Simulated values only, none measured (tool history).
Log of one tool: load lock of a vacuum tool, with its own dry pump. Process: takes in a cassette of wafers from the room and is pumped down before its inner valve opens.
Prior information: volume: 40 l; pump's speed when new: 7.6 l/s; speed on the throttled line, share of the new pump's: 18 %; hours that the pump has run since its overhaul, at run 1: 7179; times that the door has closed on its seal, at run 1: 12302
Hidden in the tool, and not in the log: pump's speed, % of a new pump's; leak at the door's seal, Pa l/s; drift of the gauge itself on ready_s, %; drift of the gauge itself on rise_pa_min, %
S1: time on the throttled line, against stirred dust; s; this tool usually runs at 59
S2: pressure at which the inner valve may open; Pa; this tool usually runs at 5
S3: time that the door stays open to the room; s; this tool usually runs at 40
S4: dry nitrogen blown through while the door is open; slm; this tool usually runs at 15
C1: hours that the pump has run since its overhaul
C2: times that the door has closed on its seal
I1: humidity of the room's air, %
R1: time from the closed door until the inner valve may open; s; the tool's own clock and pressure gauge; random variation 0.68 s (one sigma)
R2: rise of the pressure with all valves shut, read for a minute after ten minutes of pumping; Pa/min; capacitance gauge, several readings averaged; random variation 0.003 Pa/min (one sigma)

run,day,S1,S2,S3,S4,C1,C2,I1,R1,R2
1,0,59,5,40,15,7179,12302,47.4,101.7,0.32
2,8.479,42,5,40,15,7383,13301,44,89.4,0.358
3,18.179,42,5,40,15,7616,14444,48.9,88.5,0.391
4,30.1,42,7,40,15,7902,15849,44.7,86.4,0.448
5,39.4,59,5,40,15,8125,16944,41.9,103.1,0.49
6,47.862,59,5,40,15,8328,17941,40.8,101.4,0.526
7,59.767,59,5,40,15,8614,19344,41.2,103,0.597
# day 65.9: door's seal changed, seat wiped
8,71.725,59,5,40,15,8899,686,47.6,103.1,0.032
9,78.375,59,5,40,15,9059,1470,45.5,104.2,0.033
10,90.096,59,5,40,15,9340,2850,45.5,104.3,0.054
11,97.733,59,5,40,15,9523,3750,48,103.5,0.067
12,107.825,53,5,40,15,9765,4939,45.9,99.4,0.092
13,116.75,53,5,40,15,9980,5991,47.4,97.5,0.107
14,125.933,53,5,40,15,10200,7072,44.7,98.6,0.13
15,130.896,59,5,40,15,10319,7657,48.1,105.4,0.151
16,139.604,36,5,40,15,10528,8683,41.9,85,0.171
17,151.492,36,5,42,15,10813,10084,44,85.6,0.2
18,159.521,36,5,42,15,11006,11030,44.7,85.3,0.233
19,168.629,36,5,42,15,11225,12103,42.5,86,0.262
20,180.854,36,5,114,15,11518,13543,45.3,85,0.339
21,190.012,59,5,31,32,11738,14622,44.6,104.8,0.336
22,201.725,73,8,67,35,12019,16002,46.4,113.2,0.407
23,210.333,73,8,67,35,12226,17016,43.3,112.3,0.452
24,220.054,39,10,40,15,12459,18161,43.3,84.2,0.501
25,225.2,32,5,40,15,12583,18768,43.4,83.3,0.532
26,230.654,59,6,134,15,12713,19411,44.2,103.9,0.571
# day 236.379: door's seal changed, seat wiped
27,237.312,57,7,30,8,12872,110,44.2,102.4,0.028
28,248.012,57,7,35,8,13128,1371,47.6,101.6,0.035
29,259.333,57,7,35,8,13400,2705,47.8,101.8,0.056
30,267.654,59,5,40,21,13600,3685,45.5,103,0.06
31,273.229,59,5,40,21,13734,4342,41.8,103.4,0.07
32,281.204,59,5,40,21,13925,5281,45.9,105.1,0.084
33,287.558,70,5,184,5,14078,6030,44.1,114,0.155
34,296.446,70,5,73,7,14291,7077,45.2,114.1,0.146
35,303.246,35,7,120,39,14454,7878,43.2,84.3,0.145
36,309.25,35,7,120,39,14598,8586,47,84.3,0.168

Below are 4 alternative next runs, each starting from the tool's condition after run 36. Predict each:
A,320.162,59,5,123,15,14860,9871,40.9,?,?
B,320.162,59,8,78,15,14860,9871,43.4,?,?
C,320.162,43,6,120,39,14860,9871,43.4,?,?
D,320.162,35,6,28,33,14860,9871,47.2,?,?

run,R1,R2
A,105.7,0.212
B,103,0.21
C,92.4,0.2
D,84.2,0.192
Had the tool no hidden state, the same runs would have come out as:
run,R1,R2
A,101.1,0.033
B,98.7,0.031
C,87.6,0.021
D,79.4,0.014
